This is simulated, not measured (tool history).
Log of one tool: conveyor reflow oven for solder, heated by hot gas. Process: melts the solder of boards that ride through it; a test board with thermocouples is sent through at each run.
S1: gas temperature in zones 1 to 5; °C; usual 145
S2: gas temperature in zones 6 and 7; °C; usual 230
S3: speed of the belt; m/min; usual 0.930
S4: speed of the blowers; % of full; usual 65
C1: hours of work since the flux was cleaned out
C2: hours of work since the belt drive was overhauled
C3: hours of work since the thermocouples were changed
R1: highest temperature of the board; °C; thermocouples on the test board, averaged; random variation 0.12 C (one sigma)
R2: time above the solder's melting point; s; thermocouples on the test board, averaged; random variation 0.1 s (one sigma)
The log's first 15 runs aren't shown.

run,hour,S1,S2,S3,S4,C1,C2,C3,R1,R2
16,624.7,145,242,0.831,64,21,74,95,223.8,48.4
17,670.8,145,230,0.930,89,42,94,115,216.8,40.6
18,695.0,145,243,0.930,84,53,105,126,227.1,44.8
19,751.0,159,224,0.832,88,78,130,151,215.8,50.2
20,778.2,160,224,0.832,88,90,143,163,215.9,50.3
21,815.8,145,223,0.930,65,107,159,180,204.4,30.8
22,849.1,146,225,0.805,65,122,174,195,210.3,42.4
23,900.8,146,225,0.805,65,145,197,218,210.4,42.3
24,960.7,146,225,0.805,65,172,224,245,210.0,42.0
25,985.7,146,225,0.805,65,183,236,257,210.1,42.0
26,1013.6,132,226,0.819,65,196,248,269,207.4,35.0
27,1040.5,159,226,0.861,60,208,260,281,210.0,43.2
28,1066.2,130,226,0.861,60,219,272,293,203.1,28.4
# hour 1104.7: flux residue cleaned out of gas plates and filters
29,1121.6,146,230,0.930,65,8,294,315,210.9,36.4
30,1150.3,157,237,0.930,82,20,307,328,224.2,47.2

Forecast each of these 4 alternatives for the next run:
A,1183.7,157,237,0.838,82,35,322,343,?,?
B,1183.7,157,237,1.000,82,35,322,343,?,?
C,1183.7,139,237,0.930,85,35,322,343,?,?
D,1183.7,145,237,0.940,65,35,322,343,?,?

run,R1,R2
A,226.6,53.8
B,222.0,42.7
C,221.7,41.2
D,215.8,38.8
Without the tool's hidden state the same runs would have given:
run,R1,R2
A,226.3,53.5
B,221.9,42.5
C,221.6,41.1
D,215.7,38.6
